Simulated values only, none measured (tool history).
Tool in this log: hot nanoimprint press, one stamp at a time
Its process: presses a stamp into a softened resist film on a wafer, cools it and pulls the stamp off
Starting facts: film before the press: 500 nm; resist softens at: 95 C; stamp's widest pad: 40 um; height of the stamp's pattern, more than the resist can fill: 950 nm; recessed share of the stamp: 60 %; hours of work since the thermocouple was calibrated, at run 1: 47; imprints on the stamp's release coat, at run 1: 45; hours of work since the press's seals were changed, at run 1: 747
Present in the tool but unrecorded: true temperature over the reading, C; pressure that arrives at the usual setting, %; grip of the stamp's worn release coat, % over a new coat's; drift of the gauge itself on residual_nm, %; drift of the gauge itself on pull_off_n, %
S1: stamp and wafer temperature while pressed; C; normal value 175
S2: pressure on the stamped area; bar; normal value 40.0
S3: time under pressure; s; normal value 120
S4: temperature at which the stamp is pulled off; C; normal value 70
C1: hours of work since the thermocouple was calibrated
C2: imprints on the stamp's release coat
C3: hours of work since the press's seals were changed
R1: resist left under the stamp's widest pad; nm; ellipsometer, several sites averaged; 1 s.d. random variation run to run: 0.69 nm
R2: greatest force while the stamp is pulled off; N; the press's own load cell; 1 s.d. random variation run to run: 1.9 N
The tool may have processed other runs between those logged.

Run 1, day 0.000: usual settings; C1 47; C2 45; C3 747. Result: R1 274.3 nm, R2 120 N.
Run 2, day 1.246: usual settings; C1 68; C2 125; C3 768. Result: R1 272.6 nm, R2 126 N.
Run 3, day 2.912: usual settings; C1 96; C2 232; C3 797. Result: R1 272.6 nm, R2 130 N.
Run 4, day 3.988: usual settings; C1 114; C2 301; C3 815. Result: R1 272.8 nm, R2 128 N.
Run 5, day 5.404: usual settings; C1 138; C2 393; C3 839. Result: R1 272.8 nm, R2 133 N.
Run 6, day 7.254: usual settings; C1 170; C2 512; C3 870. Result: R1 270.8 nm, R2 138 N.
At day 7.779: stamp cleaned and given a new release coat.
Run 7, day 8.600: usual settings but S1 167 C; C1 188; C2 53; C3 889. Result: R1 341.6 nm, R2 123 N.
Run 8, day 9.679: usual settings but S1 167 C; C1 207; C2 122; C3 907. Result: R1 340.6 nm, R2 122 N.
Run 9, day 11.621: usual settings but S1 167 C; C1 240; C2 247; C3 940. Result: R1 342.5 nm, R2 122 N.
At day 12.183: press's hydraulic seals changed and the load cell set to zero.
Run 10, day 13.925: usual settings but S1 167 C; C1 273; C2 374; C3 30. Result: R1 331.5 nm, R2 130 N.
Run 11, day 14.854: usual settings but S1 187 C; C1 289; C2 434; C3 45. Result: R1 182.5 nm, R2 131 N.
Run 12, day 16.254: usual settings but S3 76 s; C1 313; C2 524; C3 69. Result: R1 297.2 nm, R2 138 N.
At day 16.592: stamp cleaned and given a new release coat.
Run 13, day 17.825: usual settings; C1 335; C2 79; C3 91. Result: R1 260.6 nm, R2 125 N.
Run 14, day 19.746: usual settings; C1 368; C2 203; C3 124. Result: R1 259.3 nm, R2 126 N.
Run 15, day 21.246: usual settings; C1 393; C2 300; C3 150. Result: R1 259.7 nm, R2 124 N.
At day 22.304: plate thermocouple calibrated.
Run 16, day 22.979: usual settings but S1 182 C, S3 152 s; C1 11; C2 403; C3 177. Result: R1 200.7 nm, R2 138 N.
Run 17, day 24.217: usual settings but S1 182 C, S2 28.0 bar, S3 60 s; C1 32; C2 483; C3 198. Result: R1 320.2 nm, R2 138 N.
At day 25.317: stamp cleaned and given a new release coat.
Run 18, day 25.821: usual settings but S2 28.2 bar, S3 125 s, S4 57 C; C1 55; C2 32; C3 221. Result: R1 313.1 nm, R2 162 N.
Run 19, day 27.200: usual settings but S1 185 C, S2 61.8 bar, S3 229 s, S4 67 C; C1 79; C2 121; C3 244. Result: R1 121.4 nm, R2 136 N.
Run 20, day 28.783: usual settings but S2 61.5 bar, S4 59 C; C1 106; C2 223; C3 271. Result: R1 211.2 nm, R2 170 N.
Run 21, day 29.675: usual settings but S1 168 C, S2 34.4 bar, S4 59 C; C1 121; C2 281; C3 286. Result: R1 349.1 nm, R2 170 N.
Run 22, day 31.008: usual settings but S3 165 s, S4 56 C; C1 143; C2 366; C3 309. Result: R1 240.9 nm, R2 184 N.
Run 23, day 31.896: usual settings but S2 47.9 bar, S3 165 s, S4 59 C; C1 158; C2 424; C3 324. Result: R1 218.8 nm, R2 178 N.
Run 24, day 32.738: usual settings but S2 47.9 bar, S3 165 s, S4 59 C; C1 173; C2 478; C3 338. Result: R1 217.7 nm, R2 178 N.
At day 33.850: stamp cleaned and given a new release coat.
Run 25, day 34.483: usual settings but S1 183 C, S2 26.6 bar, S3 135 s, S4 69 C; C1 198; C2 41; C3 364. Result: R1 252.0 nm, R2 127 N.
Run 26, day 36.004: usual settings but S1 183 C, S4 73 C; C1 224; C2 139; C3 389. Result: R1 208.3 nm, R2 109 N.
Run 27, day 36.896: usual settings but S3 143 s, S4 58 C; C1 239; C2 197; C3 404. Result: R1 252.1 nm, R2 162 N.
Run 28, day 37.842: usual settings but S3 143 s, S4 58 C; C1 255; C2 258; C3 420. Result: R1 251.2 nm, R2 165 N.
Run 29, day 38.938: usual settings but S3 143 s, S4 58 C; C1 274; C2 328; C3 439. Result: R1 251.2 nm, R2 170 N.

Run 30 has not been measured yet. What should we expect?
Run 30, day 39.875: usual settings but S3 143 s, S4 58 C; C1 290; C2 389; C3 455. Result: R1 ?, R2 ?.

Run 30 measured R1 250.9 nm, R2 172 N.
Without the tool's hidden state the same run would have given R1 254.3 nm, R2 157 N.

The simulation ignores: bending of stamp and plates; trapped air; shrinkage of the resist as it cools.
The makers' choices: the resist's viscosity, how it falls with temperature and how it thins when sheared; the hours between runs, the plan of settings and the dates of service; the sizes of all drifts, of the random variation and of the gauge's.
